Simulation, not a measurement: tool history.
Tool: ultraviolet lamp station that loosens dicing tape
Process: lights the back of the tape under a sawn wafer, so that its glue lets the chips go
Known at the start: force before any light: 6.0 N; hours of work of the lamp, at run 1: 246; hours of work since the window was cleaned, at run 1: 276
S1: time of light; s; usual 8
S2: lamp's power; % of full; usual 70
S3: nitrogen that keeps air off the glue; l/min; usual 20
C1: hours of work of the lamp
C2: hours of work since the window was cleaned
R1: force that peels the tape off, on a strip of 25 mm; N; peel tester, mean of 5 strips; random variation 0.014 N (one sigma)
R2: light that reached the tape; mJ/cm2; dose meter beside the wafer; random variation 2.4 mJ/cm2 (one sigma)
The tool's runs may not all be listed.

run   hour  S1   S2  S3   C1   C2     R1   R2
  1    0.0   8   70  20  246  276  0.908  207
  2   27.2   8   95  20  263  293  0.554  276
  3   63.4   8   70  20  285  315  0.974  200
  4   93.5   8   70  20  303  333  0.960  197
  5  126.4   6   70  20  323  353  1.526  147
     152.5  -- window cleaned of glue's vapour
  6  153.4   6   70  20  339    1  1.448  156
  7  176.9   6   70  20  354   15  1.431  147
  8  203.7   6   77  20  370   31  1.294  163
  9  231.2   6   78  20  387   48  1.344  165
 10  250.2   6   78  20  398   60  1.324  164
 11  268.3   6   65  20  409   71  1.725  140
 12  300.6   6   65  20  429   90  1.715  133
 13  333.8   6   65  20  449  110  1.776  126
 14  362.2   8   70  20  467  128  1.123  185
 15  385.9   8   70  11  481  142  1.451  178
 16  407.2  15   64  16  494  155  0.492  306
 17  428.1   8   87  18  507  168  0.853  218
 18  450.5  12   69  20  520  182  0.643  256
 19  482.7  12   69  20  540  201  0.623  253
 20  497.6   8   67  20  549  210  1.325  161
 21  519.0  14   87   8  562  223  0.564  363
 22  554.5   8   93  39  584  245  0.654  214
 23  579.9   8   93  39  599  261  0.696  217
 24  596.9   5   71  20  610  271  2.271  104
 25  619.4   5   71  20  623  285  2.318  100
 26  635.8   5   71  20  633  295  2.388   96
 27  668.1  15  100  28  653  314  0.246  407

Hidden state at the last listed run before each entry between runs and at the first one after, where it differs:
Between runs 5 and 6: window cleaned of glue's vapour (hour 152.5)
  lamp's light, % of a new lamp's: 82.7 -> 81.8; light that the window lets through, % of a clean one's: 92.9 -> 99.1
  measured less the result without the state, R1: +0.479 -> +0.378 N; R2: -44 -> -36 mJ/cm2
